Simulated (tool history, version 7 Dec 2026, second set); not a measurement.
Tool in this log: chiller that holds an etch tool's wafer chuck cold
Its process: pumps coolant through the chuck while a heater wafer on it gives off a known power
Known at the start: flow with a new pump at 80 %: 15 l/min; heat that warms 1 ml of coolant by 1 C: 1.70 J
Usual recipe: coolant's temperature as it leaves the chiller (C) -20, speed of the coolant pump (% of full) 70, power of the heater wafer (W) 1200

| run | hour | coolant's temperature as it leaves the chiller (C) | speed of the coolant pump (% of full) | power of the heater wafer (W) | chuck's temperature once it has settled (C) | how much warmer the coolant comes back (C) |
|---|---|---|---|---|---|---|
| 1 | 0 | -20 | 70 | 1200 | -4.2 | 3.31 |
| 2 | 68.7 | -20 | 70 | 1200 | -4.4 | 3.23 |
| 3 | 162.7 | -20 | 70 | 1200 | -4.4 | 3.22 |
| 4 | 212.3 | -20 | 70 | 1200 | -4.5 | 3.2 |
| 5 | 290.8 | -20 | 70 | 1200 | -4.3 | 3.21 |
| 6 | 379.5 | -20 | 70 | 1200 | -4.2 | 3.2 |
| 7 | 473.6 | -20 | 70 | 1200 | -4.3 | 3.19 |
| 8 | 549.2 | -20 | 70 | 1200 | -4.3 | 3.24 |
| 9 | 594.6 | -20 | 70 | 1200 | -4.3 | 3.21 |
| 10 | 637.9 | -20 | 70 | 1200 | -4.4 | 3.17 |
| 11 | 712.6 | -20 | 70 | 1200 | -4.4 | 3.12 |
| 12 | 772.1 | -20 | 70 | 1200 | -4.3 | 3.14 |
| 13 | 855.1 | -20 | 70 | 1200 | -4.3 | 3.18 |
| 14 | 944.4 | -20 | 70 | 1200 | -4.4 | 3.15 |
| 15 | 995 | -30 | 70 | 1200 | -14.4 | 3.07 |
| 16 | 1037 | -30 | 70 | 1200 | -14.3 | 3.12 |
| 17 | 1124 | -30 | 70 | 1200 | -14.1 | 3.09 |
| 18 | 1210.4 | -15 | 85 | 1031 | -3.2 | 2.08 |
| 19 | 1260.8 | -15 | 85 | 1031 | -3.4 | 2.08 |
|  | 1290.9 | gauge calibrated |
| 20 | 1325.4 | -29 | 74 | 1200 | -14 | 3.05 |
| 21 | 1385.8 | -20 | 81 | 1119 | -6.7 | 2.57 |
| 22 | 1428.6 | -13 | 69 | 1799 | 10.8 | 5 |
| 23 | 1507.2 | -13 | 69 | 1799 | 10.9 | 4.94 |
| 24 | 1586.7 | -13 | 69 | 1799 | 10.7 | 5 |
| 25 | 1669.3 | -20 | 69 | 948 | -7.3 | 2.56 |
| 26 | 1729.4 | -21 | 66 | 1200 | -4.8 | 3.45 |
| 27 | 1809.1 | -13 | 87 | 1211 | 0.5 | 2.59 |
|  | 1877.5 | chiller's thermometer calibrated |
| 28 | 1892.3 | -13 | 87 | 1211 | 0.4 | 2.58 |
| 29 | 1987.8 | -13 | 87 | 1062 | -1.2 | 2.19 |
| 30 | 2079.8 | -13 | 87 | 1062 | -1.3 | 2.19 |
| 31 | 2174.3 | -16 | 93 | 1480 | -0.2 | 2.85 |

Branching from run 31: 4 alternative next runs. What would each branch give?
| A | 2221.8 | -20 | 70 | 822 | ? | ? |
| B | 2221.8 | -22 | 64 | 1322 | ? | ? |
| C | 2221.8 | -17 | 93 | 1480 | ? | ? |
| D | 2221.8 | -20 | 73 | 1524 | ? | ? |

| run | chuck's temperature once it has settled (C) | how much warmer the coolant comes back (C) |
|---|---|---|
| A | -9.4 | 2.08 |
| B | -3.8 | 3.81 |
| C | -1.3 | 2.87 |
| D | -0.7 | 3.83 |
With no hidden state in the tool, these same runs would have given:
| run | chuck's temperature once it has settled (C) | how much warmer the coolant comes back (C) |
|---|---|---|
| A | -9.4 | 2.2 |
| B | -3.9 | 3.93 |
| C | -1.3 | 3 |
| D | -0.7 | 3.95 |
